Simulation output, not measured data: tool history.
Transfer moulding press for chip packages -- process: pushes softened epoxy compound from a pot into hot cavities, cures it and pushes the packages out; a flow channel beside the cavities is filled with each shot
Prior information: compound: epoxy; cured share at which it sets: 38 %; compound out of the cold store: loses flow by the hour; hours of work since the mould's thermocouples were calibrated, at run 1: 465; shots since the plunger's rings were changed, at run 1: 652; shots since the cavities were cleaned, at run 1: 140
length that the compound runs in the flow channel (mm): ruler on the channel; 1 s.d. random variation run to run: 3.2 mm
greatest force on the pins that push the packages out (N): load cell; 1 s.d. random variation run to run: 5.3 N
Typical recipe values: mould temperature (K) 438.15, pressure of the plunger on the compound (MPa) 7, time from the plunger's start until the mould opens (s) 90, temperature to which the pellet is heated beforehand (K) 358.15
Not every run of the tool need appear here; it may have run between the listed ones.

run	hour	mould temperature (K)	pressure of the plunger on the compound (MPa)	time from the plunger's start until the mould opens (s)	temperature to which the pellet is heated beforehand (K)	hours of work since the mould's thermocouples were calibrated	shots since the plunger's rings were changed	shots since the cavities were cleaned	incoming compound's hours out of the cold store	length that the compound runs in the flow channel (mm)	greatest force on the pins that push the packages out (N)
1	0	438.15	7	90	358.15	465	652	140	28.8	538	220
2	17.9	438.15	7	90	364.15	478	914	402	32.6	528	251
3	36.1	438.15	7	90	364.15	491	1181	669	9.8	570	282
# hour 39.2: cavities cleaned with cleaning compound and waxed
4	54.3	438.15	7	90	364.15	503	1426	221	10.8	567	233
5	71.7	438.15	7	90	364.15	516	1681	476	39.3	502	259
6	84.7	438.15	6.24	90	364.15	525	1872	667	17.4	513	282
# hour 87.5: cavities cleaned with cleaning compound and waxed
7	102.1	438.15	7	121	358.15	537	2104	213	10.4	561	209
8	112.8	438.15	7	121	358.15	544	2261	370	12.5	549	228
9	129.3	438.15	7	121	358.15	556	2503	612	32.9	517	245
# hour 136.6: cavities cleaned with cleaning compound and waxed
10	143	439.15	8.58	76	365.15	565	2681	92	11.2	601	256
# hour 155.9: mould's thermocouples calibrated
# hour 161.4: plunger's sealing rings changed
11	166.9	439.15	8.58	76	365.15	6	82	378	37.4	583	304
12	183.9	438.15	5.65	90	360.15	18	329	625	16.2	506	268
# hour 190.9: cavities cleaned with cleaning compound and waxed
13	202.4	438.15	5.65	85	349.15	31	579	168	45.5	457	229

Below, some changes in length that the compound runs in the flow channel (mm) between adjacent runs. For each, the amount present without the hidden state too (settings, incoming material, random variation) and the amount remaining for the hidden state with gauge scatter not shared by both compared results:
Hidden state at play: true mould temperature over the reading, C; pressure that reaches the compound, % of what is set; grip of the stained cavities, % over clean ones'; drift of the gauge itself on flow_mm, %; drift of the gauge itself on push_out_n, %.
Run 9 -> 10: mould temperature (K) 438.15 -> 439.15, pressure of the plunger on the compound (MPa) 7 -> 8.58, time from the plunger's start until the mould opens (s) 121 -> 76, temperature to which the pellet is heated beforehand (K) 358.15 -> 365.15, cavities cleaned with cleaning compound and waxed. length that the compound runs in the flow channel (mm) +84: hidden state -7, all else +91.
Run 10 -> 11: mould's thermocouples calibrated, plunger's sealing rings changed. length that the compound runs in the flow channel (mm) -18: hidden state +31, all else -49.
